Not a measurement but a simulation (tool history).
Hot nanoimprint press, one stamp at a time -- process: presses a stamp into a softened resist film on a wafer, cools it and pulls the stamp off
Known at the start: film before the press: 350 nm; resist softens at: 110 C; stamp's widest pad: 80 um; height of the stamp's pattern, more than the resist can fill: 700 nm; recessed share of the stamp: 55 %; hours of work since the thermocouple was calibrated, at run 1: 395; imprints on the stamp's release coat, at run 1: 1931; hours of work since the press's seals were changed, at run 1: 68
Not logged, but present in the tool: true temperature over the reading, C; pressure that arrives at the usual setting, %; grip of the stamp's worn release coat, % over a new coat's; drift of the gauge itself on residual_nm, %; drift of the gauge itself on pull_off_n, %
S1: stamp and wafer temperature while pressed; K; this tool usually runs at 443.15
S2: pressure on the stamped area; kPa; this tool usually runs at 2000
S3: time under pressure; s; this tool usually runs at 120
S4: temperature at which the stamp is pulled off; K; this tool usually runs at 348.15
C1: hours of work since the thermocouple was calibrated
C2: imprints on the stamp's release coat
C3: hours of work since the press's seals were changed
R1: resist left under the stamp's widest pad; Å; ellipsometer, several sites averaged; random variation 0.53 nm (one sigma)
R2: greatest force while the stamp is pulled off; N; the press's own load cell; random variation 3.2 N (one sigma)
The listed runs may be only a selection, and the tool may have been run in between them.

run,hour,S1,S2,S3,S4,C1,C2,C3,R1,R2
1,0,443.15,2000,120,348.15,395,1931,68,1126,227
2,13.5,443.15,2000,120,348.15,400,1959,73,1122,236
3,30.5,443.15,2000,120,348.15,407,1993,80,1121,229
4,46.2,443.15,2000,120,348.15,413,2025,86,1111,236
5,62.1,443.15,2000,120,348.15,420,2057,93,1117,226
6,77.5,443.15,2000,120,348.15,426,2089,99,1117,235
7,85.1,443.15,2000,120,348.15,429,2104,102,1113,234
8,96.3,443.15,2000,120,348.15,433,2127,106,1112,238
9,105.6,443.15,2000,120,348.15,437,2146,110,1109,237
10,120.4,443.15,2000,120,348.15,443,2176,116,1114,238
11,127.8,443.15,2000,120,348.15,446,2191,119,1097,238
12,145.4,443.15,2000,120,348.15,453,2227,126,1113,242
13,162.2,443.15,2000,120,348.15,460,2261,133,1111,237
14,171,443.15,2000,120,348.15,463,2279,136,1103,246
15,180.3,443.15,2000,120,348.15,467,2297,140,1099,238
16,192.5,434.15,1870,139,355.15,472,2322,145,1894,213
# hour 205: plate thermocouple calibrated
17,213.7,451.15,2000,120,348.15,3,2359,152,749,253
18,222,451.15,2320,137,352.15,7,2376,155,648,233
19,238.1,451.15,1680,99,338.15,13,2409,162,886,298
20,255.4,440.15,1370,99,338.15,20,2444,169,1890,292
# hour 269.6: stamp cleaned and given a new release coat
21,274.1,443.15,2630,78,337.15,25,9,174,1210,210
22,291.8,443.15,2630,78,337.15,32,45,181,1212,210
23,304.2,443.15,1350,120,348.15,37,70,186,1503,185
24,320.7,431.15,1670,113,356.15,44,103,193,2618,160
25,337,439.15,2110,113,350.15,51,136,199,1536,176
26,348.4,439.15,2110,113,350.15,55,159,204,1524,174
27,362.5,439.15,2110,113,350.15,61,188,209,1526,177
28,371.7,448.15,2110,113,350.15,64,207,213,881,177
29,381,439.15,1570,207,350.15,68,226,217,1441,180

5 options for the next run, each taken on its own from the tool as it stands now. Forecast them:
A,391.7,443.15,2000,120,343.15,72,247,221,?,?
B,391.7,443.15,2690,120,348.15,72,247,221,?,?
C,391.7,443.15,2000,82,345.15,72,247,221,?,?
D,391.7,439.15,1570,207,348.15,72,247,221,?,?
E,391.7,443.15,2000,120,342.15,72,247,221,?,?

run,R1,R2
A,1190,199
B,1014,190
C,1361,198
D,1441,184
E,1193,197
What these runs would have given with no unlogged condition in the tool:
run,R1,R2
A,1225,193
B,1041,184
C,1400,192
D,1488,178
E,1228,191
